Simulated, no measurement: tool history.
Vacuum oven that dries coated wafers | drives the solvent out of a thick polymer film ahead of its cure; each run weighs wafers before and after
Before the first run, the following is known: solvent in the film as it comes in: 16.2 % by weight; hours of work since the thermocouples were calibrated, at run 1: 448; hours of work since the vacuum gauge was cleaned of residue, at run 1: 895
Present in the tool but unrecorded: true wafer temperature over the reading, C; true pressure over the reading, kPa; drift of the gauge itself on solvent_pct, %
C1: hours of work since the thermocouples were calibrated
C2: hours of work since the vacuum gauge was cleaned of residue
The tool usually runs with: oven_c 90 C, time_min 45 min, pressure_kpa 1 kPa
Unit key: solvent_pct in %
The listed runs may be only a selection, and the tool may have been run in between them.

Run 1, hour 0: usual settings; C1 448; C2 895. Result: solvent_pct 1 %.
Run 2, hour 20.3: usual settings; C1 456; C2 903. Result: solvent_pct 1.06 %.
Run 3, hour 41.4: usual settings but pressure_kpa 2.52 kPa; C1 465; C2 912. Result: solvent_pct 1.62 %.
Run 4, hour 57.4: usual settings but pressure_kpa 2.52 kPa; C1 471; C2 918. Result: solvent_pct 1.62 %.
Run 5, hour 83.9: usual settings but pressure_kpa 3.03 kPa; C1 482; C2 929. Result: solvent_pct 1.81 %.
Run 6, hour 97.9: usual settings; C1 488; C2 935. Result: solvent_pct 1.04 %.
Run 7, hour 125.6: usual settings but time_min 28 min; C1 499; C2 947. Result: solvent_pct 2.39 %.
Run 8, hour 147: usual settings; C1 508; C2 955. Result: solvent_pct 1.07 %.
Run 9, hour 177.4: usual settings but pressure_kpa 0.95 kPa; C1 521; C2 968. Result: solvent_pct 0.98 %.
Run 10, hour 195: usual settings but oven_c 93 C, time_min 32 min, pressure_kpa 0.71 kPa; C1 528; C2 975. Result: solvent_pct 1.43 %.
Run 11, hour 213.5: usual settings but oven_c 82 C, time_min 64 min, pressure_kpa 1.22 kPa; C1 536; C2 983. Result: solvent_pct 1.34 %.
Run 12, hour 243.3: usual settings but oven_c 85 C; C1 548; C2 995. Result: solvent_pct 1.67 %.
Run 13, hour 272.2: usual settings but oven_c 86 C, time_min 75 min, pressure_kpa 1.66 kPa; C1 560; C2 1007. Result: solvent_pct 0.94 %.
Run 14, hour 302.9: usual settings but oven_c 86 C, time_min 59 min, pressure_kpa 1.66 kPa; C1 573; C2 1020. Result: solvent_pct 1.19 %.
Run 15, hour 318.4: usual settings but oven_c 101 C, time_min 46 min, pressure_kpa 1.59 kPa; C1 579; C2 1026. Result: solvent_pct 0.5 %.

Branching from run 15: 4 alternative next runs. What would each branch give?
Run A, hour 348.5: usual settings but oven_c 101 C, time_min 46 min, pressure_kpa 2.89 kPa; C1 592; C2 1039. Result: solvent_pct ?.
Run B, hour 348.5: usual settings but oven_c 92 C, time_min 44 min, pressure_kpa 3.32 kPa; C1 592; C2 1039. Result: solvent_pct ?.
Run C, hour 348.5: usual settings but oven_c 88 C, time_min 40 min, pressure_kpa 3.43 kPa; C1 592; C2 1039. Result: solvent_pct ?.
Run D, hour 348.5: usual settings but oven_c 103 C, time_min 28 min, pressure_kpa 2.15 kPa; C1 592; C2 1039. Result: solvent_pct ?.

run  solvent_pct
  A         0.82
  B         1.66
  C         2.54
  D         0.97
Stripped of hidden state, with their random variation kept, the same runs would have yielded:
run  solvent_pct
  A         0.82
  B         1.66
  C         2.54
  D         0.98
